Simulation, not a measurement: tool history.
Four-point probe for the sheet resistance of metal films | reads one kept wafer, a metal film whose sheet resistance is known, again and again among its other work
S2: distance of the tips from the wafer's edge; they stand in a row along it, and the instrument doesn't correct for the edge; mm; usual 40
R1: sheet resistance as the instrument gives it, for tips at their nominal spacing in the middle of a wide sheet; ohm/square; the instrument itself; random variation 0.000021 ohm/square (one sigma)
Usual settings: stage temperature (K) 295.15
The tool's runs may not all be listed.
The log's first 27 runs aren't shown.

run 28 hour=296.1 | stage_temperature_(K)=292.15 S2=7 | R1=0.109065
run 29 hour=310.3 | stage_temperature_(K)=295.15 S2=10 | R1=0.108093
-- hour=312.1 stage's thermometer calibrated
run 30 hour=318.8 | stage_temperature_(K)=297.15 S2=3 | R1=0.116548
run 31 hour=326.9 | stage_temperature_(K)=298.15 S2=28 | R1=0.107254
run 32 hour=341.7 | stage_temperature_(K)=298.15 S2=28 | R1=0.107248
run 33 hour=355.9 | stage_temperature_(K)=293.15 S2=4 | R1=0.112709
run 34 hour=367.7 | stage_temperature_(K)=306.15 S2=9 | R1=0.10819
run 35 hour=382.1 | stage_temperature_(K)=292.15 S2=32 | R1=0.107371
-- hour=385.1 stage's thermometer calibrated, once more
run 36 hour=391.5 | stage_temperature_(K)=301.15 S2=71 | R1=0.106992
run 37 hour=402 | stage_temperature_(K)=297.15 S2=17 | R1=0.107336
run 38 hour=416.7 | stage_temperature_(K)=296.15 S2=66 | R1=0.10706
run 39 hour=431.7 | stage_temperature_(K)=293.15 S2=7 | R1=0.108944
run 40 hour=441 | stage_temperature_(K)=293.15 S2=7 | R1=0.108956
run 41 hour=450.9 | stage_temperature_(K)=293.15 S2=7 | R1=0.108965
run 42 hour=466.4 | stage_temperature_(K)=304.15 S2=70 | R1=0.106944
run 43 hour=474.8 | stage_temperature_(K)=304.15 S2=70 | R1=0.106954
run 44 hour=483.5 | stage_temperature_(K)=304.15 S2=70 | R1=0.106967

Forecast each of these 4 alternatives for the next run:
run A hour=492.8 | stage_temperature_(K)=293.15 S2=8 | R1=?
run B hour=492.8 | stage_temperature_(K)=296.15 S2=70 | R1=?
run C hour=492.8 | stage_temperature_(K)=304.15 S2=7 | R1=?
run D hour=492.8 | stage_temperature_(K)=292.15 S2=40 | R1=?

run=A R1=0.108529
run=B R1=0.107061
run=C R1=0.108795
run=D R1=0.107177
Without the tool's hidden state the same runs would have given:
run=A R1=0.108482
run=B R1=0.107015
run=C R1=0.108747
run=D R1=0.10713
